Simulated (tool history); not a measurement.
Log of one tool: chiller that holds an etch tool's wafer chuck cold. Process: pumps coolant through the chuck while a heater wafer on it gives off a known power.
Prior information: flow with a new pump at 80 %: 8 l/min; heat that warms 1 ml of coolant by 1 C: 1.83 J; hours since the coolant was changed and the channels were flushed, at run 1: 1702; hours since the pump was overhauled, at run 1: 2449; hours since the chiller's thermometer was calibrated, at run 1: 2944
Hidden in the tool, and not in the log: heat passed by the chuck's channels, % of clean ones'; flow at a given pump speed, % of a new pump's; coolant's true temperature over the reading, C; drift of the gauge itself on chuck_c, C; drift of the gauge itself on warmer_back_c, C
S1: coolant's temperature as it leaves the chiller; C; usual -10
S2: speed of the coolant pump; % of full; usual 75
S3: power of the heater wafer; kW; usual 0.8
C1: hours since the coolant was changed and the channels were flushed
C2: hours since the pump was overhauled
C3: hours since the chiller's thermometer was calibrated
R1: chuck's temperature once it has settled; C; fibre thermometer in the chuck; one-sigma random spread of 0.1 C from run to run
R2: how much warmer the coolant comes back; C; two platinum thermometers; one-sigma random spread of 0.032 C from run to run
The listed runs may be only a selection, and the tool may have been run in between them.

run    hour   S1   S2     S3    C1    C2    C3    R1    R2
  1       0  -10   75    0.8  1702  2449  2944   0.7  3.79
       10.7  -- chiller's thermometer calibrated
  2    86.5  -10   75    0.8  1787  2534    76     0  3.77
  3   159.4  -10   75    0.8  1860  2607   149   0.2  3.83
  4     234  -10   75    0.8  1935  2682   223   0.2  3.83
  5   355.9  -10   75    0.8  2057  2804   345   0.3  3.83
  6   407.4  -10   75    0.8  2108  2855   397   0.3  3.78
  7   504.6  -10   75    0.8  2206  2952   494   0.3  3.92
  8   577.5  -10   75    0.8  2278  3025   567   0.4  3.89
  9   670.8  -10   75    0.8  2372  3118   660   0.5   3.9
 10   783.5  -10   75    0.8  2484  3231   773   0.6   3.9
 11   851.9  -10   75    0.8  2553  3300   841   0.8  3.92
 12   953.5  -10   70  0.777  2654  3401   943   0.7  4.06
 13  1040.4   -7  100    0.8  2741  3488  1030   2.2  3.03
 14  1149.6   -2   75  0.848  2851  3597  1139   9.6  4.15
 15  1225.6  -13   64  0.725  2927  3673  1215  -2.2  4.19
 16  1294.1  -13   64  0.725  2995  3742  1283    -2  4.24
 17  1391.9  -13   64  0.725  3093  3840  1381  -2.1  4.26
 18  1484.1  -10   94  0.833  3185  3932  1473   0.4  3.31
 19    1585  -10   94    0.8  3286  4033  1574   0.2  3.25
 20    1687  -10   94    0.8  3388  4135  1676   0.1  3.29

Forecast each of these 3 alternatives for the next run:
  A  1809.4  -10  63  0.993  3510  4257  1799   ?   ?
  B  1809.4  -10  88    0.8  3510  4257  1799   ?   ?
  C  1809.4  -13  94  0.774  3510  4257  1799   ?   ?

run    R1    R2
  A   5.4  5.96
  B   0.7   3.5
  C  -3.3  3.11
Had the tool no hidden state, the same runs would have come out as:
run    R1    R2
  A     2  5.11
  B  -1.8     3
  C  -5.7  2.66

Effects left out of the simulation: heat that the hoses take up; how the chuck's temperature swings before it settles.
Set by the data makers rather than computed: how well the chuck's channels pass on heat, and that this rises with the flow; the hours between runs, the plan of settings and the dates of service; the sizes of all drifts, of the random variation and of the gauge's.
